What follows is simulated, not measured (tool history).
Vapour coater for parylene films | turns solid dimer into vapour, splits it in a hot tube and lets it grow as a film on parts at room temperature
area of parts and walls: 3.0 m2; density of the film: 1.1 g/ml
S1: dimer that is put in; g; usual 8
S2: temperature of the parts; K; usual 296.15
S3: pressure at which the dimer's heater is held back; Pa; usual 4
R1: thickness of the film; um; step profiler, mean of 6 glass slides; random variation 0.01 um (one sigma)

run     day  S1      S2     S3    R1
  1       0   8  296.15      4  1.13
  2    1.45   8  296.15      4  1.14
  3   3.121   8  296.15      4  1.14
  4   4.171   8  296.15      4  1.12
  5   5.158   8  296.15      4  1.11
  6   6.158   8  296.15      4  1.11
  7    7.35   8  296.15      4   1.1
  8   8.092   8  296.15      4  1.11
  9   8.954   8  296.15      4   1.1
 10   9.917   8  296.15      4  1.11
 11  10.738   8  296.15      4   1.1
 12  12.079   8  296.15      4  1.09
 13  13.492   8  296.15      4  1.07
 14    14.6   8  296.15      4  1.08
 15  16.308   8  296.15      4  1.07
 16  17.258   8  296.15      4  1.08
 17  18.725   8  296.15      4  1.06
 18    19.7   7  296.15      4  0.93
 19  21.021   7  296.15      4  0.95
     22.125  -- trap's valve overhauled
 20  22.446   7  296.15      4   0.9
 21  23.412   7  296.15      4  0.87
 22  24.988   8  295.15      4  1.05
 23  26.046   8  291.15   8.92  1.04
 24  26.842   8  291.15   8.92  1.03
 25  27.625   3  294.15      4  0.41
     28.704  -- trap's valve overhauled, once more
 26  29.358   4  296.15   3.45  0.58
 27  30.967   4  298.15   3.45  0.54
 28  32.042   4  292.15   6.29  0.57
 29    33.7   8  299.15   5.56  0.95
 30  35.179   4  294.15   4.82  0.58
 31  36.333   8  299.15   2.98  1.05
 32  37.217   8  299.15   2.98  1.04
 33  38.079  10  296.15   8.14  1.21
 34  39.333   4  296.15   5.56   0.5
 35   40.25   7  291.15   2.09  1.34
 36  41.375   8  290.15      4  1.38
 37  42.838   5  290.15      4  0.86
 38  44.004  12  290.15   4.03  2.03
 39  45.004  10  288.15   6.82  1.67
 40  46.462  10  291.15   2.98  1.74
 41  47.879  10  291.15   2.98  1.71
 42  49.392   3  290.15   5.17  0.49
 43  51.046   3  290.15  11.06  0.41
 44    52.6   3  296.15   7.86  0.36

Forecast each of these 5 alternatives for the next run:
  A  54.071   4  296.15  7.86   ?
  B  54.071   3  295.15  7.86   ?
  C  54.071   3  294.15  7.86   ?
  D  54.071   8  300.15  3.84   ?
  E  54.071   6  296.15  4.79   ?

run    R1
  A  0.47
  B  0.37
  C  0.39
  D  0.92
  E  0.79
Without the tool's hidden state the same runs would have given:
run    R1
  A   0.5
  B   0.4
  C  0.42
  D  0.99
  E  0.86

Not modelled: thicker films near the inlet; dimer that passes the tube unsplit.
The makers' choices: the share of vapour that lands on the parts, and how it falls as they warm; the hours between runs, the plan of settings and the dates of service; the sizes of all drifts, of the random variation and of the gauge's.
